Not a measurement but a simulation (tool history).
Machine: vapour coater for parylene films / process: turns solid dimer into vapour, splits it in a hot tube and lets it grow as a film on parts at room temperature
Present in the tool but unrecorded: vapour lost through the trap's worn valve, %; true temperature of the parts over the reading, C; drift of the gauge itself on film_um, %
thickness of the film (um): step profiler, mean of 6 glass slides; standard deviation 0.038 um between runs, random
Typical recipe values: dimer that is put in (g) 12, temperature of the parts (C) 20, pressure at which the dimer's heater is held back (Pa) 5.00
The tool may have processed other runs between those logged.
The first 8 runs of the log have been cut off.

run	hour	dimer that is put in (g)	temperature of the parts (C)	pressure at which the dimer's heater is held back (Pa)	hours of work since the trap's valve was overhauled	hours of work since the table's thermometer was calibrated	thickness of the film (um)
9	94.0	12	20	5.00	137	416	3.78
10	102.4	12	20	5.00	142	421	3.82
11	116.0	12	20	5.00	150	429	3.82
12	129.3	12	20	5.00	158	436	3.79
13	140.7	12	20	5.00	164	443	3.78
14	155.4	12	28	5.00	173	451	2.81
15	168.3	8	28	5.00	180	459	1.86
16	179.7	12	20	3.22	187	465	4.00
17	191.0	12	20	3.22	193	472	3.96
18	204.9	11	20	2.10	201	480	3.96
19	218.1	11	20	2.10	209	488	3.86
20	228.8	11	20	2.10	215	494	3.95
21	240.3	11	15	10.38	221	500	3.52
22	253.8	11	24	2.20	229	508	3.40
23	266.0	11	26	2.20	236	515	3.15
24	279.1	12	18	3.53	244	523	4.15
25	288.6	16	30	3.53	249	528	3.61
26	304.3	8	30	4.26	258	537	1.81
27	318.2	18	25	5.00	266	545	4.56
28	334.6	18	25	5.00	276	555	4.47
29	342.8	5	25	5.00	280	559	1.24
30	358.8	5	25	5.00	290	568	1.23

Consider 3 possible next runs. They are alternatives, not a sequence: every one starts from the tool as it was left by run 30. What does each give?
A	366.9	12	17	5.00	294	573	?
B	366.9	12	20	11.72	294	573	?
C	366.9	12	21	2.45	294	573	?

run	thickness of the film (um)
A	3.96
B	3.05
C	3.91
Take away the tool's hidden state, keep each run's random variation, and the runs would have read:
run	thickness of the film (um)
A	4.51
B	3.48
C	4.45

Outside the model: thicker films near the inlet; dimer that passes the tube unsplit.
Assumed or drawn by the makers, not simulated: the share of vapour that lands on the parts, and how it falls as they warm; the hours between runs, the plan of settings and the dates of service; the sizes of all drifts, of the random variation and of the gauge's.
